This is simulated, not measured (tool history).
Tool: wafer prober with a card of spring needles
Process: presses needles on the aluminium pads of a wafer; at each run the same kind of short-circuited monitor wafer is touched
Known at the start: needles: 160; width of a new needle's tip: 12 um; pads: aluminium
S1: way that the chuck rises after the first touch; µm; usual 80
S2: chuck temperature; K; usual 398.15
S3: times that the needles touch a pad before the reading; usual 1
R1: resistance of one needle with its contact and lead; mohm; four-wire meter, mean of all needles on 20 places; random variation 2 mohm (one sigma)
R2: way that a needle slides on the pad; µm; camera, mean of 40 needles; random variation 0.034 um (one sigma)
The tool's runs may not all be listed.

Run 1, hour 0.0: usual settings. Result: R1 220 mohm, R2 11.73 µm.
Run 2, hour 13.3: usual settings. Result: R1 217 mohm, R2 11.74 µm.
Run 3, hour 28.5: usual settings. Result: R1 218 mohm, R2 12.00 µm.
Run 4, hour 35.2: usual settings. Result: R1 230 mohm, R2 11.99 µm.
Run 5, hour 47.6: usual settings. Result: R1 234 mohm, R2 11.96 µm.
Run 6, hour 60.6: usual settings. Result: R1 228 mohm, R2 11.99 µm.
Run 7, hour 70.5: usual settings but S1 62 µm. Result: R1 235 mohm, R2 9.24 µm.
Run 8, hour 78.7: usual settings but S1 62 µm. Result: R1 258 mohm, R2 9.29 µm.
Run 9, hour 89.3: usual settings but S1 62 µm. Result: R1 251 mohm, R2 9.25 µm.
Run 10, hour 103.3: usual settings but S2 330.15 K, S3 3. Result: R1 207 mohm, R2 11.96 µm.
Run 11, hour 117.4: usual settings but S2 330.15 K, S3 3. Result: R1 208 mohm, R2 11.94 µm.
Run 12, hour 125.9: usual settings but S1 76 µm, S2 369.15 K, S3 2. Result: R1 217 mohm, R2 11.31 µm.
Run 13, hour 139.9: usual settings but S1 76 µm, S2 369.15 K, S3 2. Result: R1 212 mohm, R2 11.25 µm.
Run 14, hour 150.8: usual settings but S1 61 µm, S2 338.15 K, S3 2. Result: R1 211 mohm, R2 8.98 µm.
Run 15, hour 157.0: usual settings but S1 61 µm, S2 338.15 K, S3 2. Result: R1 227 mohm, R2 9.01 µm.
Run 16, hour 164.1: usual settings but S1 76 µm, S2 358.15 K, S3 2. Result: R1 210 mohm, R2 11.27 µm.
Run 17, hour 175.0: usual settings but S1 76 µm, S2 358.15 K, S3 2. Result: R1 208 mohm, R2 11.22 µm.

Taken out of this log: 14 entries between the listed runs. Where each belongs, and how the hidden state differs across it:
Between runs 1 and 2: tips cleaned on abrasive film (hour 12.4)
  debris on the tips, nm: 15.1 -> 10.4; way that the needles fall short of the set height, um: 2.17 -> 2.3; tips' diameter, um: 13.51 -> 13.56
  measured less the result without the state, R1: +8 -> +6 mohm; R2: -0.33 -> -0.35 µm
Between runs 2 and 3: height of the first contact set anew (hour 23.2); tips cleaned on abrasive film (hour 26.4)
  debris on the tips, nm: 10.4 -> 17.7; way that the needles fall short of the set height, um: 2.3 -> 0.1; tips' diameter, um: 13.56 -> 13.6
  measured less the result without the state, R1: +6 -> +8 mohm; R2: -0.35 -> -0.01 µm
Between runs 4 and 5: tips cleaned on abrasive film (hour 39.8)
  debris on the tips, nm: 48.3 -> 45.6; way that the needles fall short of the set height, um: 0.1 -> 0.18; tips' diameter, um: 13.6 -> 13.62
  measured less the result without the state, R1: +22 -> +21 mohm; R2: -0.02 -> -0.02 µm
Between runs 5 and 6: tips cleaned on abrasive film (hour 53.4)
  debris on the tips, nm: 45.6 -> 41; way that the needles fall short of the set height, um: 0.18 -> 0.31; tips' diameter, um: 13.62 -> 13.67
  measured less the result without the state, R1: +21 -> +18 mohm; R2: -0.02 -> -0.05 µm
Between runs 6 and 7: tips cleaned on abrasive film (hour 67.0)
  debris on the tips, nm: 41 -> 28.7; way that the needles fall short of the set height, um: 0.31 -> 0.41; tips' diameter, um: 13.67 -> 13.7
  measured less the result without the state, R1: +18 -> +21 mohm; R2: -0.05 -> -0.06 µm
Between runs 8 and 9: tips cleaned on abrasive film (hour 80.9)
  debris on the tips, nm: 58.8 -> 48.7; way that the needles fall short of the set height, um: 0.41 -> 0.49; tips' diameter, um: 13.7 -> 13.73
  measured less the result without the state, R1: +42 -> +35 mohm; R2: -0.06 -> -0.08 µm
Between runs 9 and 10: tips cleaned on abrasive film (hour 94.1)
  debris on the tips, nm: 48.7 -> 47.6; way that the needles fall short of the set height, um: 0.49 -> 0.57; tips' diameter, um: 13.73 -> 13.76
  measured less the result without the state, R1: +35 -> +10 mohm; R2: -0.08 -> -0.09 µm
Between runs 10 and 11: tips cleaned on abrasive film (hour 107.5)
  debris on the tips, nm: 47.6 -> 48.9; way that the needles fall short of the set height, um: 0.57 -> 0.71; tips' diameter, um: 13.76 -> 13.81
  measured less the result without the state, R1: +10 -> +10 mohm; R2: -0.09 -> -0.11 µm
Between runs 11 and 12: tips cleaned on abrasive film (hour 121.3)
  debris on the tips, nm: 48.9 -> 31.8; way that the needles fall short of the set height, um: 0.71 -> 0.79; tips' diameter, um: 13.81 -> 13.84
  measured less the result without the state, R1: +10 -> +11 mohm; R2: -0.11 -> -0.12 µm
Between runs 12 and 13: tips cleaned on abrasive film (hour 135.1)
  debris on the tips, nm: 31.8 -> 32.1; way that the needles fall short of the set height, um: 0.79 -> 0.89; tips' diameter, um: 13.84 -> 13.87
  measured less the result without the state, R1: +11 -> +11 mohm; R2: -0.12 -> -0.13 µm
Between runs 13 and 14: tips cleaned on abrasive film (hour 148.2)
  debris on the tips, nm: 32.1 -> 21.6; way that the needles fall short of the set height, um: 0.89 -> 1.02; tips' diameter, um: 13.87 -> 13.92
  measured less the result without the state, R1: +11 -> +12 mohm; R2: -0.13 -> -0.15 µm
Between runs 15 and 16: tips cleaned on abrasive film (hour 161.3)
  debris on the tips, nm: 50 -> 20.3; way that the needles fall short of the set height, um: 1.02 -> 1.13; tips' diameter, um: 13.92 -> 13.96
  measured less the result without the state, R1: +26 -> +8 mohm; R2: -0.16 -> -0.16 µm
Between runs 16 and 17: tips cleaned on abrasive film (hour 174.8)
  debris on the tips, nm: 20.3 -> 5.2; way that the needles fall short of the set height, um: 1.13 -> 1.21; tips' diameter, um: 13.96 -> 13.98
  measured less the result without the state, R1: +8 -> +4 mohm; R2: -0.16 -> -0.18 µm
